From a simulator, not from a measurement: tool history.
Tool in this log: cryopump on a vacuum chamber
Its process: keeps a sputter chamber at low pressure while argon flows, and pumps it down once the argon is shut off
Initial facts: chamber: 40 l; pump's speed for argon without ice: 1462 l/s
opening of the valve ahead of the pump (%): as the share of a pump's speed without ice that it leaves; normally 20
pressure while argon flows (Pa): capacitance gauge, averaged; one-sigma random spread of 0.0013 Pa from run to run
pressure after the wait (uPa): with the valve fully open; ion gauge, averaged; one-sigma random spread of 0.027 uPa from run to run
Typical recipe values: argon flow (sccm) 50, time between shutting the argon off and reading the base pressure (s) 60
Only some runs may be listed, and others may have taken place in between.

run	hour	argon flow (sccm)	time between shutting the argon off and reading the base pressure (s)	opening of the valve ahead of the pump (%)	pressure while argon flows (Pa)	pressure after the wait (uPa)
1	0.0	50	60	20	0.2942	1.31
2	19.6	50	60	20	0.2921	1.26
3	48.6	56	60	20	0.3298	1.28
4	69.1	56	60	20	0.3319	1.32
5	93.5	50	60	20	0.2955	1.32
6	116.5	50	42	20	0.2962	1.77
7	139.9	50	42	20	0.2965	1.84
8	160.4	50	60	20	0.2958	1.36
9	180.3	50	60	17	0.3474	1.39
10	208.7	21	60	20	0.1237	1.41
11	235.0	21	60	20	0.1240	1.37
12	259.5	50	60	20	0.2969	1.43
13	283.8	26	60	20	0.1556	1.43
14	304.9	26	60	20	0.1551	1.47
# hour 319.9: pump warmed up, emptied and cooled again
15	341.7	26	60	18	0.1662	1.39
16	363.5	26	60	18	0.1667	1.42
17	391.9	26	60	18	0.1677	1.47
18	404.8	79	207	20	0.4589	0.70
19	424.7	51	121	29	0.2049	0.90
20	441.8	38	49	47	0.0965	1.71
21	459.4	31	42	47	0.0778	1.92
22	488.5	31	60	53	0.0704	1.50
23	507.3	72	184	44	0.1946	0.84
24	538.4	38	72	32	0.1402	1.32
25	568.5	38	294	54	0.0858	0.70
26	586.5	76	182	20	0.4503	0.85
27	616.0	24	44	54	0.0547	1.98
28	639.3	50	65	20	0.2963	1.48
29	662.1	33	60	42	0.0953	1.60
30	678.0	39	44	20	0.2294	1.98
31	696.9	21	26	56	0.0459	2.93
32	725.0	50	23	19	0.3097	3.40
33	738.4	30	96	19	0.1879	1.21

Predict each of these 5 candidate next runs independently; none follows another, all start after run 33:
A	757.0	33	145	24	?	?
B	757.0	23	135	39	?	?
C	757.0	28	30	45	?	?
D	757.0	30	273	27	?	?
E	757.0	34	96	19	?	?

run	pressure while argon flows (Pa)	pressure after the wait (uPa)
A	0.1665	1.07
B	0.0724	1.09
C	0.0767	2.80
D	0.1330	0.86
E	0.2125	1.31
Stripped of hidden state, with their random variation kept, the same runs would have yielded:
run	pressure while argon flows (Pa)	pressure after the wait (uPa)
A	0.1609	0.65
B	0.0685	0.69
C	0.0719	2.38
D	0.1279	0.45
E	0.2067	0.89

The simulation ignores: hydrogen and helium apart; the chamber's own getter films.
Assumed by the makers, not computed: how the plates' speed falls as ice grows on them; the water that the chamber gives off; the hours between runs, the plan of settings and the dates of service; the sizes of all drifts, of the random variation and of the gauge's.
